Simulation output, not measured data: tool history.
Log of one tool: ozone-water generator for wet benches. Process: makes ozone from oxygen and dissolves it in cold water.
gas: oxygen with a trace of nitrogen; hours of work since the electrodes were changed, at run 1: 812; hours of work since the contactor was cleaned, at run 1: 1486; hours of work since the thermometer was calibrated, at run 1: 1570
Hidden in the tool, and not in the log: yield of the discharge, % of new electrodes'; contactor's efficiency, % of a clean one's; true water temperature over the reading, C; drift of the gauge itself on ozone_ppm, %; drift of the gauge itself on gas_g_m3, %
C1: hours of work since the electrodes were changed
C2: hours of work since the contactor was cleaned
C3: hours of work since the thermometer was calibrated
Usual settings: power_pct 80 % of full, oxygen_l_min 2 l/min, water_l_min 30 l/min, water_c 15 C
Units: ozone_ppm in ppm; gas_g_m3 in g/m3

Run 1, hour 0: usual settings; C1 812; C2 1486; C3 1570. Result: ozone_ppm 12 ppm, gas_g_m3 254 g/m3.
Run 2, hour 26.8: usual settings; C1 829; C2 1503; C3 1588. Result: ozone_ppm 12.2 ppm, gas_g_m3 256.5 g/m3.
Run 3, hour 48: usual settings; C1 843; C2 1517; C3 1601. Result: ozone_ppm 12.1 ppm, gas_g_m3 253.9 g/m3.
Run 4, hour 63: usual settings but oxygen_l_min 2.39 l/min; C1 852; C2 1526; C3 1611. Result: ozone_ppm 12.6 ppm, gas_g_m3 230.5 g/m3.
Run 5, hour 76.9: usual settings but oxygen_l_min 2.39 l/min, water_l_min 44 l/min; C1 861; C2 1535; C3 1620. Result: ozone_ppm 8.3 ppm, gas_g_m3 230.1 g/m3.
Run 6, hour 110.5: usual settings but power_pct 58 % of full; C1 883; C2 1557; C3 1642. Result: ozone_ppm 9.4 ppm, gas_g_m3 202.2 g/m3.
Run 7, hour 138.5: usual settings; C1 901; C2 1575; C3 1660. Result: ozone_ppm 12.2 ppm, gas_g_m3 254.3 g/m3.
Run 8, hour 156.5: usual settings but water_l_min 42 l/min; C1 913; C2 1587; C3 1671. Result: ozone_ppm 8.3 ppm, gas_g_m3 256 g/m3.
Run 9, hour 189.4: usual settings but water_l_min 42 l/min; C1 934; C2 1608; C3 1693. Result: ozone_ppm 8.2 ppm, gas_g_m3 253.2 g/m3.
Run 10, hour 204.6: usual settings but power_pct 45 % of full, oxygen_l_min 1.73 l/min, water_c 9 C; C1 944; C2 1618; C3 1702. Result: ozone_ppm 7.8 ppm, gas_g_m3 181.1 g/m3.
Run 11, hour 222.2: usual settings but power_pct 83 % of full, oxygen_l_min 1.24 l/min, water_c 8 C; C1 955; C2 1629; C3 1714. Result: ozone_ppm 10.9 ppm, gas_g_m3 342.8 g/m3.
Run 12, hour 251.4: usual settings but power_pct 66 % of full, oxygen_l_min 2.57 l/min, water_c 17 C; C1 974; C2 1648; C3 1732. Result: ozone_ppm 11.2 ppm, gas_g_m3 189.6 g/m3.
Run 13, hour 277.5: usual settings but power_pct 55 % of full, oxygen_l_min 2.57 l/min, water_l_min 36 l/min, water_c 9 C; C1 991; C2 1665; C3 1749. Result: ozone_ppm 8.4 ppm, gas_g_m3 169.3 g/m3.
Run 14, hour 306.9: usual settings but oxygen_l_min 2.17 l/min; C1 1010; C2 1684; C3 1768. Result: ozone_ppm 12.3 ppm, gas_g_m3 243 g/m3.
Run 15, hour 331.3: usual settings but oxygen_l_min 1.22 l/min, water_l_min 42 l/min; C1 1025; C2 1699; C3 1784. Result: ozone_ppm 7 ppm, gas_g_m3 334.6 g/m3.
Run 16, hour 351.4: usual settings but power_pct 58 % of full, oxygen_l_min 1.22 l/min, water_l_min 42 l/min, water_c 8 C; C1 1038; C2 1712; C3 1797. Result: ozone_ppm 5.3 ppm, gas_g_m3 268.3 g/m3.
Run 17, hour 384: usual settings but oxygen_l_min 2.55 l/min, water_l_min 40 l/min; C1 1059; C2 1733; C3 1818. Result: ozone_ppm 9.3 ppm, gas_g_m3 220.4 g/m3.

Forecast each of these 3 alternatives for the next run:
Run A, hour 397.9: usual settings but power_pct 90 % of full, oxygen_l_min 2.55 l/min, water_l_min 21 l/min; C1 1068; C2 1742; C3 1827. Result: ozone_ppm ?, gas_g_m3 ?.
Run B, hour 397.9: usual settings but oxygen_l_min 1.04 l/min, water_l_min 40 l/min; C1 1068; C2 1742; C3 1827. Result: ozone_ppm ?, gas_g_m3 ?.
Run C, hour 397.9: usual settings but power_pct 84 % of full, oxygen_l_min 2.55 l/min, water_l_min 22 l/min; C1 1068; C2 1742; C3 1827. Result: ozone_ppm ?, gas_g_m3 ?.

run  ozone_ppm  gas_g_m3
  A         20     241.3
  B        6.9       370
  C         18     229.1
Without the tool's hidden state the same runs would have given:
run  ozone_ppm  gas_g_m3
  A       20.5     245.6
  B        7.1     376.2
  C       18.4       233
